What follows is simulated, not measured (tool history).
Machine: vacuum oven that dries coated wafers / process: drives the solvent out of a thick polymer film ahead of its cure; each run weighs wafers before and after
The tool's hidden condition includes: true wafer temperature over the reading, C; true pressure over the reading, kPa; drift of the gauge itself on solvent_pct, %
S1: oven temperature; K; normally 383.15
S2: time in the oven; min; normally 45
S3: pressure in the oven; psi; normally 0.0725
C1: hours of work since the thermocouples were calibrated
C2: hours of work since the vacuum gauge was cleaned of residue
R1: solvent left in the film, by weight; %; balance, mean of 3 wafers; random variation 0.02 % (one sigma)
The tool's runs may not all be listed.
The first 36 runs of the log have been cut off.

run,day,S1,S2,S3,C1,C2,R1
37,58.912,398.15,45,0.0566,269,2263,0.32
38,60.65,383.15,45,0.06,296,2290,1.37
39,61.629,379.15,34,0.1888,311,2305,3.94
40,63.75,379.15,34,0.1888,343,2337,3.96
41,65.333,383.15,45,0.0445,368,2362,1.27
42,66.888,383.15,59,0.1888,392,2386,1.74
43,68.721,372.15,51,0.1286,420,2414,3.83
44,69.812,392.15,54,0.0692,437,2431,0.42
45,70.9,383.15,45,0.0667,453,2447,1.39
46,72.896,383.15,45,0.0667,484,2478,1.37
47,74.812,375.15,24,0.2482,514,2508,6.83

4 ways to go on from here, each from the tool as it stands after run 47. What would each give?
A,76.729,382.15,30,0.0731,543,2537,?
B,76.729,378.15,24,0.2482,543,2537,?
C,76.729,383.15,27,0.1565,543,2537,?
D,76.729,387.15,28,0.1503,543,2537,?

run,R1
A,2.94
B,6.04
C,3.6
D,2.54
Without the tool's unlogged condition, the same runs would have read:
run,R1
A,2.94
B,6.03
C,3.6
D,2.53
